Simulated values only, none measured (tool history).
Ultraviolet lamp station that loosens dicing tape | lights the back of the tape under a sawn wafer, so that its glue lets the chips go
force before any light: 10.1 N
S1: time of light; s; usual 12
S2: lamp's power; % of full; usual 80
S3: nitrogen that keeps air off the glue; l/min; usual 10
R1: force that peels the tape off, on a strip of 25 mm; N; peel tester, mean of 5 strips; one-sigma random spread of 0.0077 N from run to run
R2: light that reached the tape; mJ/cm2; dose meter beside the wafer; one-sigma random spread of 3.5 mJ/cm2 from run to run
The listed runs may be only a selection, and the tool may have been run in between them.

run,day,S1,S2,S3,R1,R2
1,0.000,12,80,10,0.413,504
2,0.692,12,80,20,0.238,500
3,1.300,12,80,10,0.420,501
4,1.904,12,80,10,0.423,495
5,2.388,12,80,10,0.419,497
6,2.862,12,80,10,0.446,490
7,3.783,12,80,10,0.430,494
8,4.496,7,80,10,1.457,283
9,5.296,13,77,5,0.824,501
10,5.933,13,77,5,0.794,505
11,6.692,13,77,5,0.818,498
12,7.646,13,77,5,0.853,500
13,8.296,13,77,5,0.820,494
14,9.062,12,80,4,1.118,476
15,9.612,14,69,9,0.515,473
16,10.238,15,68,19,0.253,496

Each row is a separate what-if for the run after 16, all from the same tool condition, not one after another. Results?
A,11.125,7,70,7,?,?
B,11.125,12,80,18,?,?
C,11.125,12,61,19,?,?

run,R1,R2
A,2.462,234
B,0.304,467
C,0.564,354
Take away the tool's hidden state, keep each run's random variation, and the runs would have read:
run,R1,R2
A,1.759,292
B,0.195,583
C,0.334,442

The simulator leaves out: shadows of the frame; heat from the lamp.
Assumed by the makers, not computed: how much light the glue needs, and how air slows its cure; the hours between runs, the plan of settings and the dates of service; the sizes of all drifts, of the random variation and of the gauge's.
